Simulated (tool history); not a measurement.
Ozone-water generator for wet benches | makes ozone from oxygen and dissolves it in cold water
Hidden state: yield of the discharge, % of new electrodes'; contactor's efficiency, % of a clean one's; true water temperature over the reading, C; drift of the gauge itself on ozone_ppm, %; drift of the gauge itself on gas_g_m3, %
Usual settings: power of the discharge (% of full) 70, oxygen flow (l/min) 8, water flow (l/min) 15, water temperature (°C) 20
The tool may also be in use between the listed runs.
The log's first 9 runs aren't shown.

run    hour  power of the discharge (% of full)  oxygen flow (l/min)  water flow (l/min)  water temperature (°C)  hours of work since the electrodes were changed  hours of work since the contactor was cleaned  hours of work since the thermometer was calibrated  dissolved ozone (ppm)  ozone in the gas ahead of the water (g/m3)
 10   657.8                                  70                    8                  15                      20                                             2517                                           1455                                                1796                   30.2                                       203.4
 11   710.7                                  70                    8                  15                      20                                             2568                                           1506                                                1848                   30.7                                       203.5
 12   814.6                                  70                    8                  15                      20                                             2669                                           1607                                                1949                   30.5                                       200.8
 13   909.2                                  70                    8                  15                      20                                             2761                                           1699                                                2041                   30.1                                       200.6
 14   966.4                                  70                    8                  15                      20                                             2817                                           1755                                                2096                   30.1                                       199.2
 15    1021                                  70                    8                  15                      20                                             2870                                           1808                                                2149                   29.8                                       199.3
 16  1072.9                                  70                    8                  15                      20                                             2920                                           1858                                                2200                   29.4                                       199.8
 17  1189.6                                  70                    8                  15                      20                                             3034                                           1972                                                2313                   29.2                                       198.9
 18  1280.7                                  70                    8                  15                      20                                             3122                                           2060                                                2402                   29.6                                       197.6
 19  1355.4                                  70                 14.3                  11                      20                                             3195                                           2133                                                2474                   31.3                                       153.8
 20  1466.9                                  70                 14.3                  11                      13                                             3303                                           2241                                                2583                   37.2                                       150.4
 21  1530.2                                  70                    8                  19                      20                                             3365                                           2303                                                2644                     24                                         197
 22  1618.5                                  70                    8                  19                      20                                             3451                                           2389                                                2730                     24                                       194.5
 23  1708.4                                  70                    8                  19                      20                                             3538                                           2476                                                2818                   23.7                                       193.8
 24    1764                                  88                 6.72                  19                      20                                             3592                                           2530                                                2872                   26.2                                       233.8
 25  1827.1                                  88                 6.72                  19                      20                                             3653                                           2591                                                2933                   26.1                                       231.8
 26  1936.9                                  88                 6.72                  19                      20                                             3760                                           2698                                                3040                   25.9                                         232
 27  2014.5                                  88                 6.72                  19                      20                                             3836                                           2774                                                3115                   25.8                                         228
 28  2110.1                                  70                 7.44                  15                      20                                             3929                                           2867                                                3208                   27.9                                       196.1
 29  2193.1                                  70                 7.44                  15                      20                                             4009                                           2947                                                3289                   27.7                                       196.4
     2294.6  -- water thermometer calibrated
 30  2294.6                                  70                 4.66                  11                      20                                             4107                                           3045                                                   0                     36                                       240.2
 31  2375.5                                  70                  4.9                  11                      28                                             4186                                           3124                                                  79                     30                                       233.6
 32  2456.1                                  85                10.27                   9                      19                                             4264                                           3202                                                 157                   39.3                                       180.2
 33  2569.5                                  85                10.27                   9                      19                                             4375                                           3313                                                 267                   39.1                                       181.8

Forecast each of these 4 alternatives for the next run:
  A  2651.3                                  82                   14                  15                      17                                             4454                                           3392                                                 347                      ?                                           ?
  B  2651.3                                  70                    8                  21                      15                                             4454                                           3392                                                 347                      ?                                           ?
  C  2651.3                                  98                 6.46                  15                      25                                             4454                                           3392                                                 347                      ?                                           ?
  D  2651.3                                  70                 4.95                  20                      26                                             4454                                           3392                                                 347                      ?                                           ?

run  dissolved ozone (ppm)  ozone in the gas ahead of the water (g/m3)
  A                   28.7                                       155.5
  B                   22.6                                         184
  C                   28.7                                       239.7
  D                   19.2                                       228.8
Without the tool's hidden state the same runs would have given:
run  dissolved ozone (ppm)  ozone in the gas ahead of the water (g/m3)
  A                   38.5                                       196.9
  B                   30.1                                       228.9
  C                   39.2                                       309.5
  D                   25.6                                       284.7
